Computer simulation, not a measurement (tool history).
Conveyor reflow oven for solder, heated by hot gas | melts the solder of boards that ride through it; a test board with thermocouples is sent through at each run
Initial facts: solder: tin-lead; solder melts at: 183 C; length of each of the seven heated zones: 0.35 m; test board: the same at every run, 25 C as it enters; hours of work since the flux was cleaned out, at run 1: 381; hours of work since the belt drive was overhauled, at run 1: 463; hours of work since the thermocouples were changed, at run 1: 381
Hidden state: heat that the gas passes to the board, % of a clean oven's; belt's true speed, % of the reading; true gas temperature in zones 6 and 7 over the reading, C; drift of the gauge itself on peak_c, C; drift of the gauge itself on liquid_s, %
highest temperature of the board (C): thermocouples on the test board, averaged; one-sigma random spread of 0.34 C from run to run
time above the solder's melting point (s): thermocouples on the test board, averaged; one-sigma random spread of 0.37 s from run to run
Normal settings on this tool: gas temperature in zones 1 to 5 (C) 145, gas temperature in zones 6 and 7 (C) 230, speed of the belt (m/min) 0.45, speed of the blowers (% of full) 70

| run | hour | gas temperature in zones 1 to 5 (C) | gas temperature in zones 6 and 7 (C) | speed of the belt (m/min) | speed of the blowers (% of full) | hours of work since the flux was cleaned out | hours of work since the belt drive was overhauled | hours of work since the thermocouples were changed | highest temperature of the board (C) | time above the solder's melting point (s) |
|---|---|---|---|---|---|---|---|---|---|---|
| 1 | 0 | 145 | 230 | 0.45 | 70 | 381 | 463 | 381 | 213.2 | 69.6 |
|  | 71.4 | flux residue cleaned out of gas plates and filters |
| 2 | 89.9 | 145 | 230 | 0.45 | 70 | 11 | 515 | 433 | 212.1 | 68.6 |
| 3 | 153.2 | 145 | 230 | 0.433 | 70 | 50 | 553 | 471 | 213.2 | 72.9 |
| 4 | 227.8 | 145 | 230 | 0.433 | 70 | 95 | 599 | 517 | 212.8 | 72.2 |
| 5 | 283.1 | 145 | 230 | 0.433 | 70 | 129 | 633 | 551 | 212.4 | 72.1 |
| 6 | 373.5 | 145 | 230 | 0.433 | 70 | 184 | 688 | 606 | 212.4 | 70.8 |
| 7 | 444.3 | 145 | 219 | 0.45 | 70 | 227 | 731 | 649 | 202.5 | 54.6 |
|  | 484.2 | flux residue cleaned out of gas plates and filters, once more |
| 8 | 523.9 | 145 | 219 | 0.45 | 70 | 24 | 776 | 694 | 204.1 | 59.9 |
| 9 | 567.2 | 145 | 219 | 0.45 | 70 | 51 | 803 | 721 | 204.3 | 59.9 |
| 10 | 646.8 | 145 | 230 | 0.45 | 70 | 99 | 851 | 769 | 212.9 | 70.1 |
| 11 | 724.3 | 145 | 230 | 0.45 | 70 | 146 | 898 | 817 | 213 | 70.2 |
| 12 | 813.5 | 145 | 230 | 0.45 | 70 | 201 | 953 | 871 | 212.8 | 71 |
| 13 | 905.2 | 145 | 230 | 0.45 | 70 | 257 | 1009 | 927 | 212 | 70.1 |
| 14 | 964.3 | 145 | 230 | 0.45 | 70 | 293 | 1045 | 963 | 211.8 | 69.7 |
|  | 991.3 | belt drive overhauled, speed set with a stopwatch |
| 15 | 1041.9 | 145 | 230 | 0.45 | 70 | 338 | 31 | 1008 | 211.9 | 67.6 |
| 16 | 1132.3 | 143 | 228 | 0.535 | 70 | 393 | 86 | 1063 | 204.1 | 45.4 |
|  | 1181.1 | thermocouples of zones 6 and 7 changed |
|  | 1193 | flux residue cleaned out of gas plates and filters |
| 17 | 1219.1 | 145 | 240 | 0.366 | 81 | 16 | 135 | 20 | 232 | 104.1 |
| 18 | 1316 | 145 | 230 | 0.424 | 70 | 75 | 194 | 79 | 217.4 | 79.2 |
| 19 | 1382.1 | 145 | 230 | 0.517 | 56 | 115 | 234 | 119 | 207.5 | 52.8 |
| 20 | 1473.6 | 145 | 230 | 0.41 | 70 | 171 | 290 | 175 | 217.2 | 82.2 |
| 21 | 1567.6 | 156 | 230 | 0.448 | 70 | 228 | 347 | 233 | 216.7 | 79.5 |
| 22 | 1644.2 | 145 | 230 | 0.45 | 86 | 275 | 394 | 279 | 217.4 | 74.4 |
| 23 | 1691.6 | 145 | 230 | 0.45 | 86 | 304 | 423 | 308 | 216.7 | 73.5 |
| 24 | 1773 | 131 | 230 | 0.45 | 79 | 354 | 472 | 358 | 212.5 | 64.5 |
| 25 | 1828.5 | 145 | 220 | 0.405 | 53 | 387 | 506 | 392 | 204.8 | 65.8 |
| 26 | 1868.1 | 145 | 224 | 0.464 | 70 | 412 | 530 | 416 | 207.7 | 60.9 |
|  | 1893 | flux residue cleaned out of gas plates and filters |
| 27 | 1920.3 | 153 | 221 | 0.436 | 51 | 17 | 559 | 445 | 205.2 | 66.8 |
| 28 | 1971.8 | 153 | 221 | 0.436 | 51 | 48 | 590 | 476 | 205.2 | 66.7 |
| 29 | 2034.8 | 145 | 240 | 0.412 | 70 | 86 | 629 | 514 | 225.1 | 88.7 |
| 30 | 2090.6 | 145 | 230 | 0.45 | 84 | 120 | 663 | 548 | 216.7 | 74.1 |

A few steps of highest temperature of the board (C) between consecutive runs. Split each: what settings, incoming material and random variation would produce without the hidden state, and what is left over for the hidden state, along with gauge scatter present in only one of the two compared results (measured, and without hidden state):
Run 7 -> 8: flux residue cleaned out of gas plates and filters, once more. highest temperature of the board (C) +1.6: hidden state +2.5, all else -0.9.
Run 16 -> 17: gas temperature in zones 1 to 5 (C) 143 -> 145, gas temperature in zones 6 and 7 (C) 228 -> 240, speed of the belt (m/min) 0.535 -> 0.366, speed of the blowers (% of full) 70 -> 81, thermocouples of zones 6 and 7 changed, flux residue cleaned out of gas plates and filters. highest temperature of the board (C) +27.9: hidden state +5, all else +22.9.
Run 17 -> 18: gas temperature in zones 6 and 7 (C) 240 -> 230, speed of the belt (m/min) 0.366 -> 0.424, speed of the blowers (% of full) 81 -> 70. highest temperature of the board (C) -14.6: hidden state -0.4, all else -14.2.
Run 26 -> 27: gas temperature in zones 1 to 5 (C) 145 -> 153, gas temperature in zones 6 and 7 (C) 224 -> 221, speed of the belt (m/min) 0.464 -> 0.436, speed of the blowers (% of full) 70 -> 51, flux residue cleaned out of gas plates and filters. highest temperature of the board (C) -2.5: hidden state +1.4, all else -3.9.
Run 28 -> 29: gas temperature in zones 1 to 5 (C) 153 -> 145, gas temperature in zones 6 and 7 (C) 221 -> 240, speed of the belt (m/min) 0.436 -> 0.412, speed of the blowers (% of full) 51 -> 70. highest temperature of the board (C) +19.9: hidden state -0.3, all else +20.2.

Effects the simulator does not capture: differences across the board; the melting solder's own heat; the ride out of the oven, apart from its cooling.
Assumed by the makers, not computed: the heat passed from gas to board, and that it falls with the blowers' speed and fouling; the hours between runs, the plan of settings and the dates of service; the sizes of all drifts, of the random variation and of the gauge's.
